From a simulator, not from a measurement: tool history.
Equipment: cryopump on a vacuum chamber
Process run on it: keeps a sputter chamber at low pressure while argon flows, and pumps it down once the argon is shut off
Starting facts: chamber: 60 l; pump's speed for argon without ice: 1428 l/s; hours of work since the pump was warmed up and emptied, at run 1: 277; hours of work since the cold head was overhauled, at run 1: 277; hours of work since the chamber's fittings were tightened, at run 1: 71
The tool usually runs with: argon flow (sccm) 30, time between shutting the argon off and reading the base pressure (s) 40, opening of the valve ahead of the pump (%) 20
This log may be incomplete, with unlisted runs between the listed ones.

run   hour  argon flow (sccm)  time between shutting the argon off and reading the base pressure (s)  opening of the valve ahead of the pump (%)  hours of work since the pump was warmed up and emptied  hours of work since the cold head was overhauled  hours of work since the chamber's fittings were tightened  pressure while argon flows (Pa)  pressure after the wait (uPa)
  1      0                 30                                                                     40                                          20                                                     277                                               277                                                         71                           0.1828                           0.92
  2   66.9                 30                                                                     40                                          20                                                     328                                               328                                                        122                           0.1836                           1.09
  3  118.5                 30                                                                    198                                          20                                                     367                                               367                                                        161                            0.184                           0.78
  4  149.1                 30                                                                    198                                          20                                                     391                                               391                                                        184                           0.1852                           0.84
  5  210.3                 30                                                                    198                                          20                                                     437                                               437                                                        231                           0.1855                           0.92
  6  264.8                 30                                                                     40                                          20                                                     479                                               479                                                        272                           0.1864                           1.51
  7    318                 30                                                                     40                                          20                                                     519                                               519                                                        313                            0.187                           1.61
  8  364.6                 30                                                                     40                                          47                                                     555                                               555                                                        348                           0.0866                           1.79
  9  416.5                 30                                                                     40                                          47                                                     594                                               594                                                        387                           0.0877                           1.97
     448.9  -- pump warmed up, emptied and cooled again
 10  457.4                 30                                                                     40                                          47                                                       6                                               621                                                        415                            0.076                           1.62
 11  487.2                 30                                                                     99                                          20                                                      29                                               644                                                        437                           0.1778                            1.4
 12  536.3                 30                                                                     99                                          20                                                      66                                               681                                                        475                           0.1804                           1.51
 13  597.7                 30                                                                     99                                          20                                                     113                                               728                                                        521                           0.1791                           1.64
 14  654.1                 14                                                                    117                                          23                                                     156                                               771                                                        564                           0.0727                            1.8
 15  709.6                 14                                                                    117                                          23                                                     198                                               813                                                        606                           0.0734                           1.94

Estimate the outcome of run 16 from the log above:
 16  777.3                 14                                                                    117                                          23                                                     250                                               864                                                        658                                ?                              ?

pressure while argon flows (Pa): 0.0745
pressure after the wait (uPa): 2.09
Without the tool's hidden state the same run would have given pressure while argon flows (Pa) 0.0722, pressure after the wait (uPa) 0.39.
